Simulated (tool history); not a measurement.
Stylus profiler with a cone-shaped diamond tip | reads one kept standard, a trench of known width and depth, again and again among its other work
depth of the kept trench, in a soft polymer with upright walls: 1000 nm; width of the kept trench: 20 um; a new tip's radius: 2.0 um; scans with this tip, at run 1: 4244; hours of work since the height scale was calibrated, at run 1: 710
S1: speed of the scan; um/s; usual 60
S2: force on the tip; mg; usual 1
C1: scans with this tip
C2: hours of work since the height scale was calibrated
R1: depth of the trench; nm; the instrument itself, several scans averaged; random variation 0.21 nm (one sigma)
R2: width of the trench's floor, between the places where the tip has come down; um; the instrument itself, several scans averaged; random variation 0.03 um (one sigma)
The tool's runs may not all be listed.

run 1 day=0 | S1=60 S2=1 | C1=4244 C2=710 | R1=1002.94 R2=15.26
run 2 day=1.538 | S1=60 S2=1 | C1=4362 C2=729 | R1=1002.84 R2=15.21
run 3 day=3.471 | S1=60 S2=1 | C1=4510 C2=754 | R1=1003.25 R2=15.23
run 4 day=5.8 | S1=60 S2=1 | C1=4688 C2=784 | R1=1002.96 R2=15.17
run 5 day=7.275 | S1=60 S2=1 | C1=4801 C2=803 | R1=1002.48 R2=15.19
run 6 day=9.238 | S1=60 S2=1 | C1=4951 C2=828 | R1=1002.74 R2=15.09
run 7 day=10.525 | S1=60 S2=1 | C1=5049 C2=844 | R1=1002.5 R2=15.13
run 8 day=11.65 | S1=60 S2=1 | C1=5135 C2=859 | R1=1002.54 R2=15.08
run 9 day=12.75 | S1=60 S2=0.34 | C1=5219 C2=873 | R1=999.47 R2=14.74
run 10 day=14.512 | S1=60 S2=0.34 | C1=5354 C2=896 | R1=999.64 R2=14.78
run 11 day=15.971 | S1=38 S2=0.42 | C1=5466 C2=914 | R1=999.95 R2=14.99
run 12 day=17.946 | S1=38 S2=0.42 | C1=5617 C2=939 | R1=999.32 R2=15
run 13 day=19.758 | S1=38 S2=0.6 | C1=5756 C2=963 | R1=1000.47 R2=15.03
run 14 day=21.154 | S1=95 S2=0.67 | C1=5863 C2=980 | R1=1000.67 R2=14.56
run 15 day=23.225 | S1=178 S2=0.43 | C1=6021 C2=1007 | R1=999.69 R2=13.54
run 16 day=24.783 | S1=137 S2=1.81 | C1=6140 C2=1027 | R1=1004.91 R2=14.61
run 17 day=26.233 | S1=73 S2=1.98 | C1=6251 C2=1046 | R1=1004.97 R2=14.96
run 18 day=28.096 | S1=64 S2=1.98 | C1=6394 C2=1069 | R1=1004.77 R2=15
run 19 day=30.175 | S1=32 S2=0.55 | C1=6553 C2=1096 | R1=1000.15 R2=14.93

Forecast each of these 4 alternatives for the next run:
run A day=32.175 | S1=24 S2=1.44 | C1=6706 C2=1122 | R1=? R2=?
run B day=32.175 | S1=43 S2=1 | C1=6706 C2=1122 | R1=? R2=?
run C day=32.175 | S1=22 S2=0.72 | C1=6706 C2=1122 | R1=? R2=?
run D day=32.175 | S1=45 S2=0.37 | C1=6706 C2=1122 | R1=? R2=?

run=A R1=1003.44 R2=15.08
run=B R1=1001.45 R2=14.88
run=C R1=1000.72 R2=14.98
run=D R1=999.33 R2=14.76
Without the tool's hidden state the same runs would have given:
run=A R1=1007.29 R2=16.43
run=B R1=1005.29 R2=16.24
run=C R1=1004.55 R2=16.33
run=D R1=1003.15 R2=16.11
